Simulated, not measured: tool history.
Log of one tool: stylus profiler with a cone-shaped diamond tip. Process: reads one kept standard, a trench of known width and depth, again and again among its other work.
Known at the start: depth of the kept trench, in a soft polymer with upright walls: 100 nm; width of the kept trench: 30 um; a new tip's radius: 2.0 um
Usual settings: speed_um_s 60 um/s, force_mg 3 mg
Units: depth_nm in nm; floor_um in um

run 1 hour=0 | speed_um_s=60 force_mg=3 | depth_nm=101.64 floor_um=28.2
run 2 hour=58 | speed_um_s=102 force_mg=3 | depth_nm=101.6 floor_um=27.97
run 3 hour=112.2 | speed_um_s=102 force_mg=3 | depth_nm=101.59 floor_um=27.96
run 4 hour=166.9 | speed_um_s=102 force_mg=3 | depth_nm=101.53 floor_um=27.98
run 5 hour=193.3 | speed_um_s=102 force_mg=5.52 | depth_nm=102.48 floor_um=28.09
run 6 hour=235.1 | speed_um_s=102 force_mg=5.52 | depth_nm=102.48 floor_um=28.1
run 7 hour=288.9 | speed_um_s=53 force_mg=2.1 | depth_nm=101.2 floor_um=28.15
run 8 hour=336.5 | speed_um_s=53 force_mg=2.1 | depth_nm=101.17 floor_um=28.14

The next listed run, before its measurement:
run 9 hour=377.7 | speed_um_s=53 force_mg=2.1 | depth_nm=? floor_um=?

{"run 9": {"depth_nm": 101.19, "floor_um": 28.07}}
Without the tool's hidden state the same run would have given depth_nm 101.4 nm, floor_um 28.41 um.

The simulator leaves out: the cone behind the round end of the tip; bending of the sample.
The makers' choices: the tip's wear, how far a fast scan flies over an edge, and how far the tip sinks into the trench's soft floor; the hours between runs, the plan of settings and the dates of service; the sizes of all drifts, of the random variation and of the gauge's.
